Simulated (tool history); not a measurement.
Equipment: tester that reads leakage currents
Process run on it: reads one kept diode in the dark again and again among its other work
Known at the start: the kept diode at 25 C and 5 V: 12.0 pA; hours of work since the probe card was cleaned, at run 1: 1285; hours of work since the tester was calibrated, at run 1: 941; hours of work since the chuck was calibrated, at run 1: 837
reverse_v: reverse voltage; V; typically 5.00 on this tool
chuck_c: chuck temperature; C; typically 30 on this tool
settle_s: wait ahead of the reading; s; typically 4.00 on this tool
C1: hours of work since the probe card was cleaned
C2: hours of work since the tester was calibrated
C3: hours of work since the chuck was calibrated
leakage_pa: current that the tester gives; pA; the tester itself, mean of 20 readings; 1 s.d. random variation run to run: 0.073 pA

{"run": 1, "hour": 0.0, "reverse_v": 5.0, "chuck_c": 30, "settle_s": 4.0, "C1": 1285, "C2": 941, "C3": 837, "leakage_pa": 23.69}
{"hour": 20.4, "done": "chuck's temperature calibrated"}
{"run": 2, "hour": 74.2, "reverse_v": 5.0, "chuck_c": 30, "settle_s": 4.0, "C1": 1338, "C2": 994, "C3": 39, "leakage_pa": 21.66}
{"run": 3, "hour": 150.0, "reverse_v": 5.0, "chuck_c": 28, "settle_s": 4.0, "C1": 1394, "C2": 1049, "C3": 95, "leakage_pa": 19.64}
{"run": 4, "hour": 212.3, "reverse_v": 15.85, "chuck_c": 30, "settle_s": 4.0, "C1": 1440, "C2": 1095, "C3": 141, "leakage_pa": 45.05}
{"run": 5, "hour": 275.3, "reverse_v": 5.0, "chuck_c": 30, "settle_s": 4.0, "C1": 1486, "C2": 1141, "C3": 187, "leakage_pa": 22.35}
{"run": 6, "hour": 333.7, "reverse_v": 6.37, "chuck_c": 30, "settle_s": 4.0, "C1": 1529, "C2": 1184, "C3": 230, "leakage_pa": 26.11}
{"run": 7, "hour": 415.3, "reverse_v": 17.92, "chuck_c": 30, "settle_s": 4.0, "C1": 1589, "C2": 1244, "C3": 290, "leakage_pa": 50.95}
{"run": 8, "hour": 490.9, "reverse_v": 17.92, "chuck_c": 30, "settle_s": 4.0, "C1": 1644, "C2": 1299, "C3": 345, "leakage_pa": 51.57}
{"run": 9, "hour": 529.7, "reverse_v": 5.0, "chuck_c": 45, "settle_s": 1.31, "C1": 1673, "C2": 1328, "C3": 374, "leakage_pa": 58.16}
{"run": 10, "hour": 598.4, "reverse_v": 1.52, "chuck_c": 45, "settle_s": 1.31, "C1": 1723, "C2": 1378, "C3": 424, "leakage_pa": 31.86}
{"hour": 604.8, "done": "tester calibrated"}
{"run": 11, "hour": 650.0, "reverse_v": 1.52, "chuck_c": 32, "settle_s": 0.31, "C1": 1760, "C2": 33, "C3": 461, "leakage_pa": 14.28}
{"run": 12, "hour": 727.2, "reverse_v": 2.8, "chuck_c": 41, "settle_s": 1.59, "C1": 1816, "C2": 90, "C3": 517, "leakage_pa": 34.26}
{"run": 13, "hour": 765.7, "reverse_v": 5.0, "chuck_c": 30, "settle_s": 4.28, "C1": 1844, "C2": 118, "C3": 546, "leakage_pa": 24.36}
{"run": 14, "hour": 838.7, "reverse_v": 5.0, "chuck_c": 30, "settle_s": 4.28, "C1": 1898, "C2": 172, "C3": 599, "leakage_pa": 24.52}
{"run": 15, "hour": 881.9, "reverse_v": 5.0, "chuck_c": 30, "settle_s": 4.28, "C1": 1930, "C2": 203, "C3": 631, "leakage_pa": 24.85}

Alternative continuations, all from the tool just after run 15; predict every row:
{"run": "A", "hour": 943.9, "reverse_v": 1.85, "chuck_c": 42, "settle_s": 4.28, "C1": 1975, "C2": 249, "C3": 676, "leakage_pa": "?"}
{"run": "B", "hour": 943.9, "reverse_v": 1.54, "chuck_c": 23, "settle_s": 3.07, "C1": 1975, "C2": 249, "C3": 676, "leakage_pa": "?"}
{"run": "C", "hour": 943.9, "reverse_v": 4.26, "chuck_c": 48, "settle_s": 5.82, "C1": 1975, "C2": 249, "C3": 676, "leakage_pa": "?"}
{"run": "D", "hour": 943.9, "reverse_v": 2.64, "chuck_c": 30, "settle_s": 0.44, "C1": 1975, "C2": 249, "C3": 676, "leakage_pa": "?"}

run=A leakage_pa=29.87
run=B leakage_pa=8.16
run=C leakage_pa=67.36
run=D leakage_pa=17.76
What these runs would have given with no unlogged condition in the tool:
run=A leakage_pa=25.82
run=B leakage_pa=5.88
run=C leakage_pa=58.31
run=D leakage_pa=13.67
